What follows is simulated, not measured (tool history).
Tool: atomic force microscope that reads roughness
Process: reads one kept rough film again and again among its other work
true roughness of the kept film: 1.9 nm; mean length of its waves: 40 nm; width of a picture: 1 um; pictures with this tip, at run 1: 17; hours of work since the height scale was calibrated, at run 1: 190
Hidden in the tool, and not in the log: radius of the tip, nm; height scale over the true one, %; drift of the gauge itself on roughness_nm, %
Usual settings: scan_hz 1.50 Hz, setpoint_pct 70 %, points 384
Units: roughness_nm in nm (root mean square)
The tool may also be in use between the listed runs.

| run | hour | scan_hz | setpoint_pct | points | pictures with this tip | hours of work since the height scale was calibrated | roughness_nm |
|---|---|---|---|---|---|---|---|
| 1 | 0.0 | 1.50 | 70 | 384 | 17 | 190 | 1.682 |
| 2 | 19.5 | 1.50 | 70 | 384 | 31 | 198 | 1.645 |
| 3 | 36.9 | 1.50 | 70 | 300 | 44 | 206 | 1.630 |
| 4 | 49.7 | 1.50 | 70 | 300 | 54 | 212 | 1.630 |
| 5 | 63.5 | 1.50 | 70 | 384 | 64 | 218 | 1.623 |
| 6 | 79.4 | 1.50 | 70 | 384 | 76 | 225 | 1.595 |
| 7 | 97.8 | 1.50 | 64 | 384 | 90 | 233 | 1.637 |
| 8 | 109.0 | 2.00 | 70 | 384 | 99 | 238 | 1.541 |
| 9 | 128.1 | 2.00 | 70 | 384 | 113 | 247 | 1.522 |
|  | 142.7 | new tip fitted |
| 10 | 151.2 | 0.90 | 61 | 384 | 7 | 257 | 1.763 |
| 11 | 175.9 | 1.15 | 61 | 384 | 25 | 268 | 1.731 |
| 12 | 191.1 | 1.15 | 61 | 384 | 37 | 275 | 1.720 |
| 13 | 210.7 | 0.63 | 63 | 384 | 51 | 284 | 1.731 |
| 14 | 234.3 | 2.04 | 79 | 593 | 69 | 294 | 1.473 |
| 15 | 256.4 | 1.24 | 55 | 877 | 86 | 304 | 1.719 |
| 16 | 280.4 | 0.54 | 58 | 330 | 104 | 315 | 1.705 |
| 17 | 294.3 | 0.54 | 58 | 330 | 114 | 321 | 1.676 |
|  | 306.5 | new tip fitted |
| 18 | 306.5 | 0.54 | 58 | 330 | 0 | 326 | 1.794 |

4 ways to go on from here, each from the tool as it stands after run 18. What would each give?
| A | 317.6 | 3.97 | 58 | 330 | 8 | 331 | ? |
| B | 317.6 | 0.81 | 60 | 393 | 8 | 331 | ? |
| C | 317.6 | 0.61 | 70 | 384 | 8 | 331 | ? |
| D | 317.6 | 1.65 | 56 | 328 | 8 | 331 | ? |

| run | roughness_nm |
|---|---|
| A | 1.624 |
| B | 1.763 |
| C | 1.748 |
| D | 1.741 |
Without the tool's hidden state the same runs would have given:
| run | roughness_nm |
|---|---|
| A | 1.640 |
| B | 1.780 |
| C | 1.765 |
| D | 1.759 |

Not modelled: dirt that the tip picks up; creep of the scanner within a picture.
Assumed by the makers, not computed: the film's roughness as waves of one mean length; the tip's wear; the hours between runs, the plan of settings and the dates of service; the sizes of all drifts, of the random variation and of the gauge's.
